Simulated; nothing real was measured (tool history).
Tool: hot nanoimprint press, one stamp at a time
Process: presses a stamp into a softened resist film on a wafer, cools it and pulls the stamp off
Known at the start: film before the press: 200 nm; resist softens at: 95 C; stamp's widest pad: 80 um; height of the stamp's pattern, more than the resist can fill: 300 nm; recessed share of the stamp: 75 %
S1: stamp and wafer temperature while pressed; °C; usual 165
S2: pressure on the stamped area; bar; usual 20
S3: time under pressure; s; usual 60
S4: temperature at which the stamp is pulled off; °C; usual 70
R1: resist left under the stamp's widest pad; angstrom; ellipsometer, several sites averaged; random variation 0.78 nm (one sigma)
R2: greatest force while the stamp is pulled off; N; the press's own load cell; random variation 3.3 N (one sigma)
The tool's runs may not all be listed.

run    hour   S1    S2   S3  S4    R1   R2
  1       0  165    20   60  70  1054  172
  2    84.3  165    20   60  70  1050  177
  3   121.4  160    20   60  70  1328  190
  4   188.1  160    20   60  70  1337  198
      248.3  -- stamp cleaned and given a new release coat
  5   252.1  160    20   60  70  1342  161
  6   331.2  160    20   60  70  1345  171
  7   423.1  160    20   60  70  1359  177
  8   468.8  160    20   60  70  1356  186
  9   559.2  160    20   60  70  1375  197
      604.6  -- stamp cleaned and given a new release coat
 10   604.6  160    20   60  70  1364  160
 11   682.8  165  20.3   60  70  1069  163
 12   732.7  165    20   60  70  1105  174
 13   784.1  165    20   47  70  1203  177
 14     874  165    20   47  70  1192  197
 15     917  165    20   65  70  1080  193
      964.2  -- stamp cleaned and given a new release coat
 16     981  165    31   65  62   905  177
 17  1027.6  165    31   65  62   904  178
     1052.1  -- plate thermocouple calibrated
 18    1074  165    31   65  62   861  186
 19  1140.3  165    31   49  62   961  195
 20  1203.7  165    31   49  62   966  206
 21  1271.5  165  30.2   43  63  1030  206
     1326.8  -- stamp cleaned and given a new release coat
 22  1326.8  166  21.7   33  55  1200  190
 23  1386.2  166  21.7   34  64  1199  177
 24  1453.8  165    20   64  70  1062  168
 25  1530.4  165  27.6   60  64   943  190
 26  1584.5  165    20  115  70   871  190
 27  1652.2  165    15   57  77  1217  178
     1684.3  -- stamp cleaned and given a new release coat
 28  1695.6  158    20   39  70  1611  156
 29  1766.2  173  19.7   39  70   869  170

The same runs without the tool's hidden state, with the same run-to-run variation:
The hidden state here: true temperature over the reading, C; pressure that arrives at the usual setting, %; grip of the stamp's worn release coat, % over a new coat's; drift of the gauge itself on residual_nm, %; drift of the gauge itself on pull_off_n, %.
run    R1   R2
  1  1027  158
  2  1019  153
  3  1292  159
  4  1297  159
  5  1298  159
  6  1296  159
  7  1304  154
  8  1298  157
  9  1311  157
 10  1298  158
 11  1001  152
 12  1033  157
 13  1127  153
 14  1110  160
 15   998  152
 16   815  173
 17   811  167
 18   820  171
 19   914  171
 20   914  172
 21   972  165
 22  1150  189
 23  1145  168
 24  1007  152
 25   875  162
 26   815  157
 27  1158  140
 28  1553  154
 29   807  159

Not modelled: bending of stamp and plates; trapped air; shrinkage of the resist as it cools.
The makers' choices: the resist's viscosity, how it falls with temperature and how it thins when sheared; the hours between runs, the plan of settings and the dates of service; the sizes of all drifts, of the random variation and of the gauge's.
